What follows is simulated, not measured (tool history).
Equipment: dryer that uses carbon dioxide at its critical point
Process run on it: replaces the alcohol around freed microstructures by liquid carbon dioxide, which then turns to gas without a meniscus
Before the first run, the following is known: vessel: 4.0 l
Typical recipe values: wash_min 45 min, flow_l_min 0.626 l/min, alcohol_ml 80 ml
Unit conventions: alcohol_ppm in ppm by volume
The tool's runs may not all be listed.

run,hour,wash_min,flow_l_min,alcohol_ml,alcohol_ppm
1,0.0,45,0.626,80,56
2,13.1,45,0.626,80,57
3,20.1,45,0.626,80,57
4,29.7,45,0.626,80,58
5,36.2,28,0.626,80,468
6,42.5,45,0.626,36,37
7,51.2,45,0.626,107,79
8,58.1,45,0.626,30,38
9,64.1,45,0.626,30,34
10,73.0,45,0.626,46,51
11,81.1,54,0.839,118,16
12,87.6,54,0.839,118,21
13,95.8,37,0.757,33,45
14,103.2,30,0.580,65,445
15,111.5,30,0.580,65,423
16,121.7,45,0.993,77,28
# hour 123.8: inlet filter changed
17,132.2,36,0.376,80,876
18,140.3,40,0.546,80,138

Each row is a separate what-if for the run after 18, all from the same tool condition, not one after another. Results?
A,146.0,35,0.626,89,?
B,146.0,39,0.705,36,?
C,146.0,33,0.979,38,?
D,146.0,28,0.499,80,?
E,146.0,40,0.458,80,?

run,alcohol_ppm
A,161
B,50
C,44
D,772
E,300
Stripped of hidden state, with their random variation kept, the same runs would have yielded:
run,alcohol_ppm
A,128
B,23
C,17
D,726
E,264

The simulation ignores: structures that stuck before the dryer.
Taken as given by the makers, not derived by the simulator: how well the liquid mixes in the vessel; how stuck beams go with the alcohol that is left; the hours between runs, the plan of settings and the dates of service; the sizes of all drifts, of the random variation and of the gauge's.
